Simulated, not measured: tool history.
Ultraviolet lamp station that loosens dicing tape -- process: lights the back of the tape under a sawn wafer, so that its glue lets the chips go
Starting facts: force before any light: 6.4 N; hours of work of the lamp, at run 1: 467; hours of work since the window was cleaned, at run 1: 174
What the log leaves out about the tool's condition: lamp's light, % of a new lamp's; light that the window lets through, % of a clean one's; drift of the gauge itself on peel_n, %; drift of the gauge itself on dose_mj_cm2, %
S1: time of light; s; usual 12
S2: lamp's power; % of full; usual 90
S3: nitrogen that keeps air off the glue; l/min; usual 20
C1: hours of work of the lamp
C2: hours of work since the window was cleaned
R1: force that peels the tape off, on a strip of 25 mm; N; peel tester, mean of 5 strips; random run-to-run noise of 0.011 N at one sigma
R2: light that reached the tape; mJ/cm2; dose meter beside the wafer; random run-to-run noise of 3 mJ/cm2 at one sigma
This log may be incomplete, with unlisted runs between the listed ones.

run,hour,S1,S2,S3,C1,C2,R1,R2
1,0.0,12,90,20,467,174,0.911,313
2,23.0,12,90,15,485,192,1.053,309
3,48.0,11,90,20,504,211,1.181,276
# hour 51.9: window cleaned of glue's vapour
4,65.6,11,90,20,517,11,1.223,262
5,82.4,12,90,6,530,24,1.647,284
6,95.6,12,90,6,541,34,1.676,282
7,110.8,12,90,6,552,46,1.735,274
# hour 120.6: window cleaned of glue's vapour, once more
8,122.9,12,90,32,561,2,0.666,338
9,148.7,24,90,32,581,22,0.227,646
10,174.4,12,90,20,601,42,0.885,319
11,186.0,12,63,20,610,51,1.597,219
12,203.0,16,90,20,623,64,0.546,416
13,226.3,12,99,20,642,82,0.811,333
14,246.2,12,99,20,657,97,0.840,328
15,264.3,12,99,20,671,111,0.849,323
16,279.9,15,81,20,683,123,0.853,325
17,305.8,12,80,23,703,143,1.249,250
18,327.4,12,80,23,720,160,1.270,248
19,343.4,15,80,23,732,173,0.931,307
20,370.8,8,78,12,754,194,2.688,154
21,386.5,12,90,20,766,206,1.217,260
# hour 396.8: window cleaned of glue's vapour
22,399.8,15,85,20,776,2,0.725,354
23,420.0,7,74,12,791,18,2.783,138
24,434.1,7,74,12,802,29,2.906,139
25,459.7,12,76,28,822,49,1.258,242
26,473.1,12,75,6,832,59,2.122,234
27,487.0,12,75,6,843,70,2.036,233
28,512.5,9,90,18,863,90,1.714,203

Branching from run 28: 3 alternative next runs. What would each branch give?
A,533.3,7,80,9,879,106,?,?
B,533.3,19,73,7,879,106,?,?
C,533.3,11,68,20,879,106,?,?

run,R1,R2
A,2.976,138
B,1.238,340
C,1.976,183
Without the tool's hidden state the same runs would have given:
run,R1,R2
A,1.888,227
B,0.519,560
C,0.982,302
